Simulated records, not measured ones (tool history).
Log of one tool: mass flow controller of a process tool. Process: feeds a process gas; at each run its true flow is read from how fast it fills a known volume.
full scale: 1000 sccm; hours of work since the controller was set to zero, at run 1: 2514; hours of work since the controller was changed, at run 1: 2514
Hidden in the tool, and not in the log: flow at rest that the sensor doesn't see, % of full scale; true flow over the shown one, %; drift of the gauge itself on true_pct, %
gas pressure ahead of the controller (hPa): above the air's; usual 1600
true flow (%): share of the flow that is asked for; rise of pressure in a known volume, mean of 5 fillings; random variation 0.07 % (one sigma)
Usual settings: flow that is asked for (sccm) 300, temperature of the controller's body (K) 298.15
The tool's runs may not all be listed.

run	hour	flow that is asked for (sccm)	gas pressure ahead of the controller (hPa)	temperature of the controller's body (K)	hours of work since the controller was set to zero	hours of work since the controller was changed	true flow (%)
1	0.0	300	1600	298.15	2514	2514	99.69
2	66.9	300	2000	298.15	2564	2564	100.10
3	105.7	300	1600	298.15	2592	2592	99.61
4	186.8	300	1600	298.15	2652	2652	99.72
5	261.1	300	1600	306.15	2707	2707	100.58
6	326.1	300	1600	306.15	2755	2755	100.81
7	408.6	300	1640	298.15	2816	2816	99.87
8	481.1	300	1600	298.15	2870	2870	99.79
9	545.4	143	1600	298.15	2918	2918	100.06
10	618.7	143	1600	298.15	2972	2972	99.95
11	657.1	277	1600	298.15	3000	3000	99.90
12	735.1	300	1600	298.15	3058	3058	100.01
13	773.4	100	1600	298.15	3086	3086	100.59
14	834.9	300	1600	298.15	3132	3132	100.00
15	909.3	300	1600	294.15	3187	3187	99.53
16	951.3	300	1600	308.15	3218	3218	101.19
17	1001.0	300	2420	298.15	3255	3255	100.61
18	1054.3	300	2420	298.15	3294	3294	100.59

Run 19 comes next. What will it give?
19	1127.9	300	1600	296.15	3349	3349	?

{"run 19": {"true flow (%)": 99.94}}
Without the tool's hidden state the same run would have given true flow (%) 98.25.
